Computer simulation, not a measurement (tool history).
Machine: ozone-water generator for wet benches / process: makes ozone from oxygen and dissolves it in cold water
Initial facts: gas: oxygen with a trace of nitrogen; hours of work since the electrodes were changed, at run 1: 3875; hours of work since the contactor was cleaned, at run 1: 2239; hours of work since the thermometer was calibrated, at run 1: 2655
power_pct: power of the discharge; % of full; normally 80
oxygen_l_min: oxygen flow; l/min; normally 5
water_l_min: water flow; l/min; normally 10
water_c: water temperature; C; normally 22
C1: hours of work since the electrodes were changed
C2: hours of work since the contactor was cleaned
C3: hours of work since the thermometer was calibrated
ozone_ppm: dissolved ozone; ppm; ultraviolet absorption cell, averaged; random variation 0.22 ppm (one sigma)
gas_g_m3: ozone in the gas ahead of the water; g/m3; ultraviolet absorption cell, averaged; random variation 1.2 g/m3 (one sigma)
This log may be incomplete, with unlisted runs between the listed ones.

{"run": 1, "hour": 0.0, "power_pct": 80, "oxygen_l_min": 5, "water_l_min": 10, "water_c": 22, "C1": 3875, "C2": 2239, "C3": 2655, "ozone_ppm": 28.9, "gas_g_m3": 192.3}
{"run": 2, "hour": 94.7, "power_pct": 80, "oxygen_l_min": 5, "water_l_min": 10, "water_c": 22, "C1": 3948, "C2": 2313, "C3": 2728, "ozone_ppm": 28.4, "gas_g_m3": 192.7}
{"run": 3, "hour": 200.1, "power_pct": 80, "oxygen_l_min": 5, "water_l_min": 10, "water_c": 22, "C1": 4030, "C2": 2394, "C3": 2810, "ozone_ppm": 28.5, "gas_g_m3": 192.1}
{"run": 4, "hour": 272.3, "power_pct": 80, "oxygen_l_min": 5, "water_l_min": 10, "water_c": 22, "C1": 4086, "C2": 2450, "C3": 2866, "ozone_ppm": 28.7, "gas_g_m3": 192}
{"run": 5, "hour": 338.9, "power_pct": 80, "oxygen_l_min": 5, "water_l_min": 10, "water_c": 22, "C1": 4137, "C2": 2502, "C3": 2917, "ozone_ppm": 28.3, "gas_g_m3": 190.9}
{"run": 6, "hour": 398.7, "power_pct": 80, "oxygen_l_min": 5, "water_l_min": 10, "water_c": 22, "C1": 4184, "C2": 2548, "C3": 2964, "ozone_ppm": 28.5, "gas_g_m3": 191.6}
{"run": 7, "hour": 511.4, "power_pct": 80, "oxygen_l_min": 5, "water_l_min": 10, "water_c": 22, "C1": 4271, "C2": 2635, "C3": 3051, "ozone_ppm": 28.4, "gas_g_m3": 190.6}
{"run": 8, "hour": 624.4, "power_pct": 80, "oxygen_l_min": 5, "water_l_min": 10, "water_c": 22, "C1": 4358, "C2": 2723, "C3": 3138, "ozone_ppm": 28.2, "gas_g_m3": 190}
{"run": 9, "hour": 742.2, "power_pct": 80, "oxygen_l_min": 5, "water_l_min": 10, "water_c": 22, "C1": 4450, "C2": 2814, "C3": 3230, "ozone_ppm": 28.2, "gas_g_m3": 190.6}
{"run": 10, "hour": 862.0, "power_pct": 79, "oxygen_l_min": 5, "water_l_min": 10, "water_c": 22, "C1": 4542, "C2": 2906, "C3": 3322, "ozone_ppm": 27.9, "gas_g_m3": 188}
{"run": 11, "hour": 915.8, "power_pct": 79, "oxygen_l_min": 5, "water_l_min": 10, "water_c": 22, "C1": 4584, "C2": 2948, "C3": 3364, "ozone_ppm": 28.1, "gas_g_m3": 188}
{"run": 12, "hour": 969.0, "power_pct": 79, "oxygen_l_min": 4.19, "water_l_min": 10, "water_c": 22, "C1": 4625, "C2": 2989, "C3": 3405, "ozone_ppm": 27.9, "gas_g_m3": 201.1}
{"run": 13, "hour": 1031.3, "power_pct": 80, "oxygen_l_min": 5, "water_l_min": 7, "water_c": 22, "C1": 4673, "C2": 3038, "C3": 3453, "ozone_ppm": 33.9, "gas_g_m3": 189.2}
{"run": 14, "hour": 1130.7, "power_pct": 80, "oxygen_l_min": 5, "water_l_min": 7, "water_c": 22, "C1": 4750, "C2": 3114, "C3": 3530, "ozone_ppm": 33.3, "gas_g_m3": 188.3}
{"run": 15, "hour": 1255.5, "power_pct": 80, "oxygen_l_min": 5, "water_l_min": 10, "water_c": 22, "C1": 4847, "C2": 3211, "C3": 3627, "ozone_ppm": 27.5, "gas_g_m3": 187.8}
{"run": 16, "hour": 1343.6, "power_pct": 80, "oxygen_l_min": 5, "water_l_min": 10, "water_c": 25, "C1": 4915, "C2": 3279, "C3": 3695, "ozone_ppm": 26.2, "gas_g_m3": 187.5}
{"run": 17, "hour": 1425.4, "power_pct": 80, "oxygen_l_min": 5, "water_l_min": 9, "water_c": 22, "C1": 4978, "C2": 3343, "C3": 3758, "ozone_ppm": 29.7, "gas_g_m3": 187.6}
{"run": 18, "hour": 1526.1, "power_pct": 43, "oxygen_l_min": 6.11, "water_l_min": 9, "water_c": 21, "C1": 5056, "C2": 3421, "C3": 3836, "ozone_ppm": 20.5, "gas_g_m3": 120.7}
{"run": 19, "hour": 1620.4, "power_pct": 43, "oxygen_l_min": 6.11, "water_l_min": 9, "water_c": 21, "C1": 5129, "C2": 3494, "C3": 3909, "ozone_ppm": 20.8, "gas_g_m3": 121.4}
{"run": 20, "hour": 1685.9, "power_pct": 80, "oxygen_l_min": 4.06, "water_l_min": 10, "water_c": 22, "C1": 5180, "C2": 3544, "C3": 3960, "ozone_ppm": 27.3, "gas_g_m3": 201.1}
{"run": 21, "hour": 1775.0, "power_pct": 60, "oxygen_l_min": 6.14, "water_l_min": 10, "water_c": 15, "C1": 5249, "C2": 3613, "C3": 4029, "ozone_ppm": 26.8, "gas_g_m3": 145.2}
{"run": 22, "hour": 1897.7, "power_pct": 60, "oxygen_l_min": 6.14, "water_l_min": 10, "water_c": 15, "C1": 5344, "C2": 3708, "C3": 4124, "ozone_ppm": 26.5, "gas_g_m3": 148}
{"run": 23, "hour": 2003.7, "power_pct": 42, "oxygen_l_min": 6.14, "water_l_min": 10, "water_c": 17, "C1": 5426, "C2": 3790, "C3": 4206, "ozone_ppm": 20.7, "gas_g_m3": 118.5}
{"run": 24, "hour": 2106.4, "power_pct": 42, "oxygen_l_min": 6.14, "water_l_min": 10, "water_c": 17, "C1": 5506, "C2": 3870, "C3": 4286, "ozone_ppm": 20.6, "gas_g_m3": 117.8}
{"run": 25, "hour": 2202.1, "power_pct": 60, "oxygen_l_min": 5.22, "water_l_min": 10, "water_c": 26, "C1": 5580, "C2": 3944, "C3": 4360, "ozone_ppm": 21.1, "gas_g_m3": 153.6}
{"run": 26, "hour": 2324.7, "power_pct": 55, "oxygen_l_min": 3.75, "water_l_min": 13, "water_c": 21, "C1": 5675, "C2": 4039, "C3": 4455, "ozone_ppm": 18, "gas_g_m3": 165.5}
{"run": 27, "hour": 2407.1, "power_pct": 80, "oxygen_l_min": 3.06, "water_l_min": 10, "water_c": 22, "C1": 5738, "C2": 4103, "C3": 4518, "ozone_ppm": 26, "gas_g_m3": 219.7}
{"run": 28, "hour": 2511.0, "power_pct": 80, "oxygen_l_min": 3.06, "water_l_min": 10, "water_c": 22, "C1": 5819, "C2": 4183, "C3": 4599, "ozone_ppm": 25.8, "gas_g_m3": 220.4}
{"hour": 2520.5, "done": "water thermometer calibrated"}
{"run": 29, "hour": 2639.7, "power_pct": 80, "oxygen_l_min": 3.06, "water_l_min": 10, "water_c": 22, "C1": 5918, "C2": 4282, "C3": 92, "ozone_ppm": 25.5, "gas_g_m3": 217.6}
{"run": 30, "hour": 2763.4, "power_pct": 80, "oxygen_l_min": 3.06, "water_l_min": 10, "water_c": 22, "C1": 6014, "C2": 4378, "C3": 188, "ozone_ppm": 25.7, "gas_g_m3": 214.8}
{"run": 31, "hour": 2865.6, "power_pct": 80, "oxygen_l_min": 5, "water_l_min": 10, "water_c": 19, "C1": 6093, "C2": 4457, "C3": 267, "ozone_ppm": 28.3, "gas_g_m3": 182.5}
{"run": 32, "hour": 2962.6, "power_pct": 80, "oxygen_l_min": 5, "water_l_min": 8, "water_c": 21, "C1": 6168, "C2": 4532, "C3": 342, "ozone_ppm": 30.7, "gas_g_m3": 182.3}
{"run": 33, "hour": 3060.0, "power_pct": 58, "oxygen_l_min": 2.8, "water_l_min": 15, "water_c": 15, "C1": 6243, "C2": 4608, "C3": 418, "ozone_ppm": 16.6, "gas_g_m3": 188.5}
{"run": 34, "hour": 3114.7, "power_pct": 58, "oxygen_l_min": 2.8, "water_l_min": 15, "water_c": 15, "C1": 6286, "C2": 4650, "C3": 460, "ozone_ppm": 16.6, "gas_g_m3": 185.5}

Forecast each of these 3 alternatives for the next run:
{"run": "A", "hour": 3167.8, "power_pct": 80, "oxygen_l_min": 5, "water_l_min": 10, "water_c": 24, "C1": 6327, "C2": 4691, "C3": 501, "ozone_ppm": "?", "gas_g_m3": "?"}
{"run": "B", "hour": 3167.8, "power_pct": 58, "oxygen_l_min": 2.8, "water_l_min": 11, "water_c": 15, "C1": 6327, "C2": 4691, "C3": 501, "ozone_ppm": "?", "gas_g_m3": "?"}
{"run": "C", "hour": 3167.8, "power_pct": 58, "oxygen_l_min": 5.08, "water_l_min": 15, "water_c": 15, "C1": 6327, "C2": 4691, "C3": 501, "ozone_ppm": "?", "gas_g_m3": "?"}

run=A ozone_ppm=25.6 gas_g_m3=182
run=B ozone_ppm=21.8 gas_g_m3=183.9
run=C ozone_ppm=19 gas_g_m3=149.5
Stripped of hidden state, with their random variation kept, the same runs would have yielded:
run=A ozone_ppm=31.6 gas_g_m3=214.7
run=B ozone_ppm=26.2 gas_g_m3=210.8
run=C ozone_ppm=23 gas_g_m3=171.3
